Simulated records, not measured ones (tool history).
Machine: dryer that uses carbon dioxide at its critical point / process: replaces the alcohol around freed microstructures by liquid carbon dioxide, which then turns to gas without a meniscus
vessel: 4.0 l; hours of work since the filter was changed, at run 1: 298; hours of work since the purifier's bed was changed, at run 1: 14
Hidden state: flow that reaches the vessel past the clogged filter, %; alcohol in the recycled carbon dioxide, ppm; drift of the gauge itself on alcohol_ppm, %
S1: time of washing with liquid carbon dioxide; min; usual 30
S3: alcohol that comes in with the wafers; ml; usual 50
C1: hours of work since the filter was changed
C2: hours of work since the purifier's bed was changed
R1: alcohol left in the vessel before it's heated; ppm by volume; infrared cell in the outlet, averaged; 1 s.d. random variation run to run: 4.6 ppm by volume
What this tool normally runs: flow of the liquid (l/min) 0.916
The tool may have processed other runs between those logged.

{"run": 1, "hour": 0.0, "S1": 30, "flow of the liquid (l/min)": 0.916, "S3": 50, "C1": 298, "C2": 14, "R1": 55}
{"run": 2, "hour": 28.7, "S1": 30, "flow of the liquid (l/min)": 0.916, "S3": 50, "C1": 309, "C2": 25, "R1": 59}
{"run": 3, "hour": 52.3, "S1": 30, "flow of the liquid (l/min)": 0.916, "S3": 50, "C1": 318, "C2": 33, "R1": 50}
{"run": 4, "hour": 75.7, "S1": 30, "flow of the liquid (l/min)": 0.722, "S3": 50, "C1": 327, "C2": 42, "R1": 163}
{"run": 5, "hour": 106.4, "S1": 29, "flow of the liquid (l/min)": 0.916, "S3": 50, "C1": 338, "C2": 53, "R1": 62}
{"run": 6, "hour": 128.2, "S1": 30, "flow of the liquid (l/min)": 0.916, "S3": 50, "C1": 346, "C2": 62, "R1": 55}
{"run": 7, "hour": 149.6, "S1": 30, "flow of the liquid (l/min)": 0.916, "S3": 38, "C1": 354, "C2": 69, "R1": 47}
{"run": 8, "hour": 164.0, "S1": 30, "flow of the liquid (l/min)": 0.916, "S3": 38, "C1": 359, "C2": 75, "R1": 52}
{"run": 9, "hour": 194.3, "S1": 30, "flow of the liquid (l/min)": 1.264, "S3": 38, "C1": 371, "C2": 86, "R1": 8}
{"run": 10, "hour": 221.7, "S1": 30, "flow of the liquid (l/min)": 0.916, "S3": 108, "C1": 381, "C2": 96, "R1": 119}
{"run": 11, "hour": 248.2, "S1": 30, "flow of the liquid (l/min)": 0.916, "S3": 108, "C1": 390, "C2": 106, "R1": 121}
{"run": 12, "hour": 275.6, "S1": 30, "flow of the liquid (l/min)": 0.916, "S3": 108, "C1": 401, "C2": 116, "R1": 133}
{"run": 13, "hour": 306.8, "S1": 30, "flow of the liquid (l/min)": 0.916, "S3": 76, "C1": 412, "C2": 128, "R1": 81}
{"run": 14, "hour": 325.5, "S1": 21, "flow of the liquid (l/min)": 0.916, "S3": 73, "C1": 419, "C2": 135, "R1": 421}
{"run": 15, "hour": 358.1, "S1": 21, "flow of the liquid (l/min)": 0.916, "S3": 73, "C1": 431, "C2": 147, "R1": 420}
{"run": 16, "hour": 384.4, "S1": 22, "flow of the liquid (l/min)": 0.916, "S3": 73, "C1": 441, "C2": 157, "R1": 354}
{"run": 17, "hour": 411.5, "S1": 22, "flow of the liquid (l/min)": 0.916, "S3": 73, "C1": 451, "C2": 167, "R1": 353}
{"run": 18, "hour": 440.4, "S1": 22, "flow of the liquid (l/min)": 0.916, "S3": 73, "C1": 462, "C2": 177, "R1": 356}
{"run": 19, "hour": 468.3, "S1": 24, "flow of the liquid (l/min)": 0.886, "S3": 50, "C1": 472, "C2": 188, "R1": 219}
{"run": 20, "hour": 490.3, "S1": 20, "flow of the liquid (l/min)": 0.849, "S3": 33, "C1": 480, "C2": 196, "R1": 307}

Predict each of these 5 candidate next runs independently; none follows another, all start after run 20:
{"run": "A", "hour": 507.8, "S1": 34, "flow of the liquid (l/min)": 1.516, "S3": 50, "C1": 487, "C2": 202, "R1": "?"}
{"run": "B", "hour": 507.8, "S1": 24, "flow of the liquid (l/min)": 0.849, "S3": 33, "C1": 487, "C2": 202, "R1": "?"}
{"run": "C", "hour": 507.8, "S1": 30, "flow of the liquid (l/min)": 0.639, "S3": 50, "C1": 487, "C2": 202, "R1": "?"}
{"run": "D", "hour": 507.8, "S1": 30, "flow of the liquid (l/min)": 0.849, "S3": 33, "C1": 487, "C2": 202, "R1": "?"}
{"run": "E", "hour": 507.8, "S1": 20, "flow of the liquid (l/min)": 0.793, "S3": 60, "C1": 487, "C2": 202, "R1": "?"}

run=A R1=15
run=B R1=166
run=C R1=329
run=D R1=73
run=E R1=701
Without the tool's hidden state the same runs would have given:
run=A R1=7
run=B R1=97
run=C R1=206
run=D R1=39
run=E R1=480

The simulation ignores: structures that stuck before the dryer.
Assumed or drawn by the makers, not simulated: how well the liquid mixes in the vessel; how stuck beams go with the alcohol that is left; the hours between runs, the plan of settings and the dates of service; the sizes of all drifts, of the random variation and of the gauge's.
